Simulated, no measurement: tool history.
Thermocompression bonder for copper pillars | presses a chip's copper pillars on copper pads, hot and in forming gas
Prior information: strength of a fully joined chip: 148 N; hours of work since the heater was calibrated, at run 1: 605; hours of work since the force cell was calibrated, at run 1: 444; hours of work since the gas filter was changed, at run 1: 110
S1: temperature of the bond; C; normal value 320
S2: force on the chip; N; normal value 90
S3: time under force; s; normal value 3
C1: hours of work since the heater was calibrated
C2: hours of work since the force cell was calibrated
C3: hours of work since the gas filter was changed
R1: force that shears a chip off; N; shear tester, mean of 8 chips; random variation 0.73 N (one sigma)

run 1 hour=0 | S1=320 S2=90 S3=3 | C1=605 C2=444 C3=110 | R1=51.5
-- hour=50.8 heater calibrated with a thermocouple chip
run 2 hour=55.5 | S1=320 S2=90 S3=3 | C1=3 C2=479 C3=145 | R1=50.6
-- hour=95.9 forming gas filter changed
run 3 hour=141.3 | S1=320 S2=125 S3=3 | C1=59 C2=535 C3=30 | R1=70.6
run 4 hour=204.4 | S1=320 S2=125 S3=3 | C1=101 C2=577 C3=71 | R1=69.4
run 5 hour=242.9 | S1=320 S2=125 S3=3 | C1=126 C2=602 C3=97 | R1=70.1
run 6 hour=315.7 | S1=320 S2=125 S3=3 | C1=174 C2=650 C3=144 | R1=68.6
-- hour=355 forming gas filter changed
run 7 hour=376.6 | S1=320 S2=119 S3=3 | C1=213 C2=690 C3=14 | R1=67.8
run 8 hour=441.4 | S1=320 S2=119 S3=3 | C1=256 C2=732 C3=57 | R1=66.9
-- hour=508.5 force cell calibrated
run 9 hour=533.1 | S1=320 S2=119 S3=3 | C1=315 C2=16 C3=116 | R1=70.3
-- hour=554.2 heater calibrated with a thermocouple chip, once more
run 10 hour=575.7 | S1=320 S2=119 S3=3 | C1=14 C2=43 C3=143 | R1=65.1
-- hour=616.7 forming gas filter changed
run 11 hour=621.5 | S1=320 S2=90 S3=3 | C1=44 C2=73 C3=3 | R1=51.1
run 12 hour=661 | S1=294 S2=90 S3=3 | C1=70 C2=99 C3=29 | R1=37.4
run 13 hour=701.4 | S1=320 S2=122 S3=3 | C1=96 C2=125 C3=56 | R1=67.7
run 14 hour=760.1 | S1=301 S2=90 S3=3 | C1=135 C2=164 C3=94 | R1=40.6
run 15 hour=807.3 | S1=301 S2=90 S3=3 | C1=166 C2=195 C3=125 | R1=40.7
run 16 hour=860.1 | S1=320 S2=90 S3=3 | C1=201 C2=229 C3=160 | R1=49.7
-- hour=875.9 forming gas filter changed
run 17 hour=951.4 | S1=320 S2=90 S3=7 | C1=260 C2=289 C3=50 | R1=70.4
run 18 hour=1038.7 | S1=320 S2=90 S3=3 | C1=318 C2=346 C3=107 | R1=49.1
run 19 hour=1116 | S1=320 S2=90 S3=3 | C1=368 C2=397 C3=158 | R1=48.3
-- hour=1131.8 forming gas filter changed
run 20 hour=1173.6 | S1=320 S2=90 S3=3 | C1=406 C2=435 C3=28 | R1=49.8
run 21 hour=1253.5 | S1=320 S2=91 S3=7 | C1=458 C2=487 C3=80 | R1=69
run 22 hour=1309 | S1=320 S2=91 S3=7 | C1=495 C2=524 C3=116 | R1=68.1
run 23 hour=1358.7 | S1=294 S2=120 S3=4 | C1=528 C2=556 C3=149 | R1=54.2
-- hour=1390.4 forming gas filter changed
run 24 hour=1431.4 | S1=294 S2=120 S3=4 | C1=575 C2=604 C3=27 | R1=56.5
run 25 hour=1500.7 | S1=345 S2=98 S3=2 | C1=620 C2=649 C3=72 | R1=59.6
-- hour=1524.4 heater calibrated with a thermocouple chip
run 26 hour=1593.1 | S1=345 S2=98 S3=2 | C1=45 C2=709 C3=132 | R1=56.4
-- hour=1648.9 forming gas filter changed
run 27 hour=1648.9 | S1=333 S2=109 S3=5 | C1=81 C2=745 C3=0 | R1=80.5
-- hour=1696.4 force cell calibrated
run 28 hour=1733.2 | S1=333 S2=109 S3=5 | C1=136 C2=24 C3=54 | R1=82.1
run 29 hour=1816.8 | S1=333 S2=82 S3=4 | C1=191 C2=79 C3=109 | R1=59.6
run 30 hour=1883.8 | S1=333 S2=82 S3=4 | C1=235 C2=123 C3=153 | R1=58.7
-- hour=1907.5 forming gas filter changed
run 31 hour=1971.5 | S1=341 S2=82 S3=4 | C1=292 C2=180 C3=42 | R1=65.9
run 32 hour=2028 | S1=341 S2=82 S3=4 | C1=329 C2=218 C3=79 | R1=63.8
run 33 hour=2075 | S1=340 S2=90 S3=3 | C1=360 C2=248 C3=110 | R1=61.6
run 34 hour=2126.8 | S1=312 S2=108 S3=3 | C1=394 C2=282 C3=144 | R1=53.7
-- hour=2164.9 forming gas filter changed
run 35 hour=2185.5 | S1=334 S2=105 S3=3 | C1=432 C2=321 C3=14 | R1=70.7
run 36 hour=2224.2 | S1=323 S2=74 S3=5 | C1=458 C2=346 C3=39 | R1=54.1
run 37 hour=2268.3 | S1=323 S2=74 S3=5 | C1=487 C2=375 C3=68 | R1=52.9
run 38 hour=2351 | S1=313 S2=95 S3=7 | C1=541 C2=429 C3=122 | R1=68.3
-- hour=2422.5 forming gas filter changed
run 39 hour=2435.5 | S1=316 S2=83 S3=3 | C1=596 C2=485 C3=9 | R1=47

Alternative continuations, all from the tool just after run 39; predict every row:
-- hour=2496.4 heater calibrated with a thermocouple chip
run A hour=2502.8 | S1=310 S2=83 S3=9 | C1=4 C2=527 C3=51 | R1=?
-- hour=2496.4 heater calibrated with a thermocouple chip
run B hour=2502.8 | S1=320 S2=61 S3=3 | C1=4 C2=527 C3=51 | R1=?
-- hour=2496.4 heater calibrated with a thermocouple chip
run C hour=2502.8 | S1=329 S2=78 S3=3 | C1=4 C2=527 C3=51 | R1=?

run=A R1=62.9
run=B R1=32.8
run=C R1=47.3
With no hidden state in the tool, these same runs would have given:
run=A R1=67.2
run=B R1=35.4
run=C R1=50.8
